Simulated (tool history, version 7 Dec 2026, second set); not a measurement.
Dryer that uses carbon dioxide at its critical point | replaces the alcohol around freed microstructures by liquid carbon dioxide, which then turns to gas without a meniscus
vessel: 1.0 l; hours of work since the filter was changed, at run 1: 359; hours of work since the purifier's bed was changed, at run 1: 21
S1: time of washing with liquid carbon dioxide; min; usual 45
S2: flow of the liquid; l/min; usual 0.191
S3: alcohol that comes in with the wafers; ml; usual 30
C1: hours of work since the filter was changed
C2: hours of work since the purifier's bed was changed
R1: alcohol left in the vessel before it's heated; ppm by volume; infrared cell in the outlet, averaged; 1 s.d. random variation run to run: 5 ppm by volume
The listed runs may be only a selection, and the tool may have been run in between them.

run   hour  S1     S2   S3   C1   C2   R1
  1      0  45  0.191   30  359   21   55
  2   19.7  45  0.191   30  369   31   52
  3   43.3  45  0.191   30  380   42   54
      68.1  -- inlet filter changed
  4   69.6  45  0.191   30    1   54   29
  5   88.4  45  0.191   30   10   63   37
  6  108.8  45  0.191   30   20   73   37
  7  122.5  45  0.191   83   26   80   68
  8  142.2  45  0.191   83   36   89   70
  9  165.1  45  0.191   83   47  100   66
 10  191.3  45  0.191   83   60  113   63
 11  218.8  45  0.191   83   73  126   74
 12  233.1  45  0.201   30   80  133   19
 13  258.6  45  0.191   30   92  146   38
 14  279.8  45  0.191   30  102  156   39
 15  300.5  42  0.191   30  112  166   53
 16  314.9  42  0.191   30  119  173   56
 17  333.7  42  0.191   30  128  182   57
 18  355.7  42  0.191   30  139  192   56
 19    373  45  0.191   43  147  201   57
 20  397.2  45  0.191   43  159  213   52
 21  416.4  45  0.191   43  168  222   61
 22  433.1  45  0.191   43  176  230   58
 23  447.4  54  0.191   30  183  237   31
 24  469.4  54  0.191   30  194  247   25
 25  483.6  45  0.191   25  201  254   41
 26  499.5  42  0.217   25  208  262   45
 27  517.2  69  0.191   64  217  270   11
 28  540.8  45   0.16   28  228  282  110
 29  568.5  45   0.16   28  242  295  116
 30    597  45   0.16   28  255  309  123
 31  619.5  45   0.16   28  266  320  132
 32  638.5  38  0.191  102  275  329  377
 33  652.5  31   0.31   32  282  336   34
 34  679.4  72  0.194   30  295  349   22
 35  703.4  72  0.194   30  307  360   18
 36  722.6  72  0.194   30  316  370   27
 37  736.5  48  0.168   32  323  376   93
 38  749.3  47  0.191   58  329  382   98
 39  774.2  37  0.265   30  341  395   45
 40  802.9  37  0.265   30  355  408   46
 41  827.9  45  0.183   38  367  420  115
 42  852.8  45  0.183   38  379  432  108
 43    865  45  0.183   38  385  438  108
     879.3  -- inlet filter changed
 44  892.7  36  0.301   51    6  451   35
 45  919.3  38  0.211   30   19  464   61
 46  938.7  67  0.164   90   29  473   28
 47  954.8  52  0.319   33   36  481   30

Branching from run 47: 4 alternative next runs. What would each branch give?
  A   974  65  0.319   33  46  491   ?
  B   974  35  0.191   30  46  491   ?
  C   974  30  0.256   51  46  491   ?
  D   974  69  0.319  104  46  491   ?

run   R1
  A   43
  B  139
  C  107
  D   29
Had the tool no hidden state, the same runs would have come out as:
run   R1
  A   15
  B  100
  C   70
  D    1
